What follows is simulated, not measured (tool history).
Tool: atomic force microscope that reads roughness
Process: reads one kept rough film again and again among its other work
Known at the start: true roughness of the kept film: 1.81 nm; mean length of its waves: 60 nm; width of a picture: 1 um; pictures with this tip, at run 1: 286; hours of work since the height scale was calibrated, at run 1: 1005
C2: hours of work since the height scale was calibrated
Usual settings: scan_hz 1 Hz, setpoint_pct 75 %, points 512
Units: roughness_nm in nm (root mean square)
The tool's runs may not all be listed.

run 1 day=0 | scan_hz=1 setpoint_pct=75 points=512 | pictures_with_this_tip=286 C2=1005 | roughness_nm=1.577
-- day=0.562 new tip fitted
-- day=0.604 height scale calibrated on a step standard
run 2 day=1.338 | scan_hz=1 setpoint_pct=75 points=512 | pictures_with_this_tip=19 C2=10 | roughness_nm=1.603
run 3 day=3.008 | scan_hz=1 setpoint_pct=61 points=512 | pictures_with_this_tip=64 C2=34 | roughness_nm=1.667
run 4 day=4.871 | scan_hz=1 setpoint_pct=61 points=512 | pictures_with_this_tip=114 C2=60 | roughness_nm=1.66
run 5 day=6.029 | scan_hz=1 setpoint_pct=59 points=512 | pictures_with_this_tip=144 C2=76 | roughness_nm=1.668
run 6 day=7.721 | scan_hz=1 setpoint_pct=75 points=512 | pictures_with_this_tip=189 C2=100 | roughness_nm=1.569
-- day=8.004 height scale calibrated on a step standard, once more
run 7 day=8.846 | scan_hz=1 setpoint_pct=75 points=512 | pictures_with_this_tip=218 C2=12 | roughness_nm=1.6
run 8 day=10.367 | scan_hz=1 setpoint_pct=75 points=512 | pictures_with_this_tip=259 C2=33 | roughness_nm=1.591
-- day=11.942 new tip fitted
run 9 day=11.962 | scan_hz=1 setpoint_pct=75 points=512 | pictures_with_this_tip=1 C2=55 | roughness_nm=1.629
run 10 day=13.562 | scan_hz=1 setpoint_pct=75 points=512 | pictures_with_this_tip=43 C2=77 | roughness_nm=1.616
run 11 day=15.046 | scan_hz=1 setpoint_pct=75 points=512 | pictures_with_this_tip=83 C2=98 | roughness_nm=1.625
run 12 day=15.842 | scan_hz=1 setpoint_pct=75 points=512 | pictures_with_this_tip=104 C2=109 | roughness_nm=1.616
run 13 day=17.675 | scan_hz=1 setpoint_pct=75 points=512 | pictures_with_this_tip=153 C2=135 | roughness_nm=1.607
run 14 day=19.188 | scan_hz=1 setpoint_pct=75 points=812 | pictures_with_this_tip=193 C2=156 | roughness_nm=1.604
run 15 day=21.162 | scan_hz=1 setpoint_pct=75 points=512 | pictures_with_this_tip=246 C2=184 | roughness_nm=1.598
run 16 day=22.558 | scan_hz=1 setpoint_pct=75 points=512 | pictures_with_this_tip=283 C2=203 | roughness_nm=1.584
-- day=23.104 new tip fitted
run 17 day=23.592 | scan_hz=1 setpoint_pct=75 points=512 | pictures_with_this_tip=13 C2=218 | roughness_nm=1.628
run 18 day=25.262 | scan_hz=1 setpoint_pct=75 points=512 | pictures_with_this_tip=58 C2=241 | roughness_nm=1.62
run 19 day=26.662 | scan_hz=1 setpoint_pct=75 points=512 | pictures_with_this_tip=95 C2=261 | roughness_nm=1.622
run 20 day=28.438 | scan_hz=1 setpoint_pct=75 points=512 | pictures_with_this_tip=142 C2=285 | roughness_nm=1.617
run 21 day=29.496 | scan_hz=0.97 setpoint_pct=75 points=512 | pictures_with_this_tip=170 C2=300 | roughness_nm=1.608
run 22 day=30.533 | scan_hz=1 setpoint_pct=75 points=512 | pictures_with_this_tip=198 C2=315 | roughness_nm=1.606
run 23 day=31.925 | scan_hz=1 setpoint_pct=57 points=501 | pictures_with_this_tip=235 C2=334 | roughness_nm=1.679
run 24 day=33.479 | scan_hz=1 setpoint_pct=57 points=501 | pictures_with_this_tip=276 C2=356 | roughness_nm=1.68
-- day=34.342 new tip fitted
run 25 day=34.975 | scan_hz=3.26 setpoint_pct=74 points=501 | pictures_with_this_tip=17 C2=377 | roughness_nm=1.385
run 26 day=36.871 | scan_hz=3.26 setpoint_pct=74 points=501 | pictures_with_this_tip=67 C2=403 | roughness_nm=1.378
run 27 day=38.7 | scan_hz=3.26 setpoint_pct=74 points=501 | pictures_with_this_tip=116 C2=429 | roughness_nm=1.376
run 28 day=39.858 | scan_hz=1 setpoint_pct=82 points=485 | pictures_with_this_tip=147 C2=445 | roughness_nm=1.546
run 29 day=40.971 | scan_hz=1 setpoint_pct=82 points=485 | pictures_with_this_tip=177 C2=461 | roughness_nm=1.54
run 30 day=41.988 | scan_hz=1.03 setpoint_pct=71 points=512 | pictures_with_this_tip=204 C2=475 | roughness_nm=1.622
run 31 day=43.325 | scan_hz=1.03 setpoint_pct=71 points=512 | pictures_with_this_tip=239 C2=493 | roughness_nm=1.608
run 32 day=44.954 | scan_hz=1.03 setpoint_pct=71 points=512 | pictures_with_this_tip=283 C2=516 | roughness_nm=1.613
-- day=45.571 new tip fitted
run 33 day=46.892 | scan_hz=1.03 setpoint_pct=71 points=512 | pictures_with_this_tip=35 C2=543 | roughness_nm=1.634
run 34 day=48.475 | scan_hz=1.03 setpoint_pct=71 points=512 | pictures_with_this_tip=77 C2=565 | roughness_nm=1.637
run 35 day=49.867 | scan_hz=1.03 setpoint_pct=59 points=512 | pictures_with_this_tip=114 C2=585 | roughness_nm=1.685
run 36 day=51.829 | scan_hz=0.61 setpoint_pct=72 points=634 | pictures_with_this_tip=166 C2=612 | roughness_nm=1.654
run 37 day=52.854 | scan_hz=0.61 setpoint_pct=72 points=634 | pictures_with_this_tip=194 C2=626 | roughness_nm=1.654
run 38 day=54.65 | scan_hz=1.19 setpoint_pct=75 points=512 | pictures_with_this_tip=241 C2=652 | roughness_nm=1.563
run 39 day=55.904 | scan_hz=1.41 setpoint_pct=75 points=757 | pictures_with_this_tip=275 C2=669 | roughness_nm=1.527
-- day=56.912 new tip fitted
run 40 day=57.775 | scan_hz=1.28 setpoint_pct=75 points=512 | pictures_with_this_tip=23 C2=695 | roughness_nm=1.584
run 41 day=58.633 | scan_hz=1.28 setpoint_pct=75 points=512 | pictures_with_this_tip=46 C2=707 | roughness_nm=1.572
run 42 day=59.433 | scan_hz=1 setpoint_pct=90 points=587 | pictures_with_this_tip=67 C2=718 | roughness_nm=1.473
run 43 day=61.25 | scan_hz=1.85 setpoint_pct=65 points=512 | pictures_with_this_tip=116 C2=744 | roughness_nm=1.593
run 44 day=62.129 | scan_hz=0.93 setpoint_pct=65 points=463 | pictures_with_this_tip=139 C2=756 | roughness_nm=1.661

Forecast each of these 4 alternatives for the next run:
run A day=63.192 | scan_hz=1.28 setpoint_pct=75 points=356 | pictures_with_this_tip=167 C2=771 | roughness_nm=?
run B day=63.192 | scan_hz=0.64 setpoint_pct=82 points=512 | pictures_with_this_tip=167 C2=771 | roughness_nm=?
run C day=63.192 | scan_hz=1 setpoint_pct=78 points=616 | pictures_with_this_tip=167 C2=771 | roughness_nm=?
run D day=63.192 | scan_hz=1.53 setpoint_pct=65 points=662 | pictures_with_this_tip=167 C2=771 | roughness_nm=?

run=A roughness_nm=1.553
run=B roughness_nm=1.587
run=C roughness_nm=1.572
run=D roughness_nm=1.615
Without the tool's hidden state the same runs would have given:
run=A roughness_nm=1.599
run=B roughness_nm=1.635
run=C roughness_nm=1.619
run=D roughness_nm=1.663
